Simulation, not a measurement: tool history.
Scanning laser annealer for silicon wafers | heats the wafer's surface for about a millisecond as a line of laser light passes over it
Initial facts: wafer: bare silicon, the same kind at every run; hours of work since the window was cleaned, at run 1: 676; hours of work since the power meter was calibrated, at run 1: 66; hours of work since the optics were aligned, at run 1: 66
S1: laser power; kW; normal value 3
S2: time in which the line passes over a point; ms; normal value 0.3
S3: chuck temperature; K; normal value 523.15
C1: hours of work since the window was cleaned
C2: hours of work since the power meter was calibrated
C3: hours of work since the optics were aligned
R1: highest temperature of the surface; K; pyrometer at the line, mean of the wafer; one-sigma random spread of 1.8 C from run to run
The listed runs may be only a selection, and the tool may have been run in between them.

{"run": 1, "day": 0.0, "S1": 3, "S2": 0.3, "S3": 523.15, "C1": 676, "C2": 66, "C3": 66, "R1": 1304.15}
{"run": 2, "day": 1.092, "S1": 3, "S2": 0.3, "S3": 523.15, "C1": 691, "C2": 81, "C3": 81, "R1": 1307.15}
{"run": 3, "day": 1.912, "S1": 3, "S2": 0.3, "S3": 520.15, "C1": 703, "C2": 93, "C3": 93, "R1": 1303.15}
{"run": 4, "day": 2.979, "S1": 3.132, "S2": 0.3, "S3": 520.15, "C1": 718, "C2": 108, "C3": 108, "R1": 1345.15}
{"run": 5, "day": 4.046, "S1": 3, "S2": 0.3, "S3": 523.15, "C1": 733, "C2": 123, "C3": 123, "R1": 1301.15}
{"run": 6, "day": 5.0, "S1": 3, "S2": 0.3, "S3": 523.15, "C1": 747, "C2": 137, "C3": 137, "R1": 1299.15}
{"run": 7, "day": 5.829, "S1": 3, "S2": 0.3, "S3": 523.15, "C1": 759, "C2": 149, "C3": 149, "R1": 1298.15}
{"run": 8, "day": 6.979, "S1": 3, "S2": 0.3, "S3": 523.15, "C1": 775, "C2": 165, "C3": 165, "R1": 1294.15}
{"run": 9, "day": 8.367, "S1": 3, "S2": 0.3, "S3": 505.15, "C1": 795, "C2": 185, "C3": 185, "R1": 1274.15}
{"run": 10, "day": 9.65, "S1": 2.795, "S2": 0.3, "S3": 488.15, "C1": 813, "C2": 203, "C3": 203, "R1": 1191.15}
{"day": 10.429, "done": "window over the wafer cleaned"}
{"run": 11, "day": 10.854, "S1": 2.795, "S2": 0.3, "S3": 488.15, "C1": 6, "C2": 219, "C3": 219, "R1": 1230.15}
{"run": 12, "day": 11.704, "S1": 3.053, "S2": 0.214, "S3": 558.15, "C1": 18, "C2": 231, "C3": 231, "R1": 1243.15}
{"run": 13, "day": 12.862, "S1": 2.873, "S2": 0.323, "S3": 523.15, "C1": 35, "C2": 247, "C3": 247, "R1": 1326.15}
{"run": 14, "day": 14.296, "S1": 2.873, "S2": 0.323, "S3": 523.15, "C1": 55, "C2": 268, "C3": 268, "R1": 1324.15}
{"run": 15, "day": 15.758, "S1": 2.873, "S2": 0.323, "S3": 523.15, "C1": 76, "C2": 289, "C3": 289, "R1": 1324.15}
{"run": 16, "day": 17.058, "S1": 2.873, "S2": 0.369, "S3": 523.15, "C1": 94, "C2": 307, "C3": 307, "R1": 1388.15}
{"run": 17, "day": 17.775, "S1": 2.823, "S2": 0.311, "S3": 498.15, "C1": 104, "C2": 317, "C3": 317, "R1": 1259.15}
{"run": 18, "day": 18.6, "S1": 2.712, "S2": 0.311, "S3": 496.15, "C1": 116, "C2": 329, "C3": 329, "R1": 1217.15}

4 ways to go on from here, each from the tool as it stands after run 18. What would each give?
{"run": "A", "day": 19.629, "S1": 3.192, "S2": 0.262, "S3": 496.15, "C1": 131, "C2": 344, "C3": 344, "R1": "?"}
{"run": "B", "day": 19.629, "S1": 2.975, "S2": 0.297, "S3": 484.15, "C1": 131, "C2": 344, "C3": 344, "R1": "?"}
{"run": "C", "day": 19.629, "S1": 3.252, "S2": 0.341, "S3": 512.15, "C1": 131, "C2": 344, "C3": 344, "R1": "?"}
{"run": "D", "day": 19.629, "S1": 2.655, "S2": 0.3, "S3": 492.15, "C1": 131, "C2": 344, "C3": 344, "R1": "?"}

run=A R1=1305.15
run=B R1=1275.15
run=C R1=1481.15
run=D R1=1175.15
With the hidden condition removed and each run's random variation left untouched, the same runs would have given:
run=A R1=1323.15
run=B R1=1293.15
run=C R1=1503.15
run=D R1=1190.15
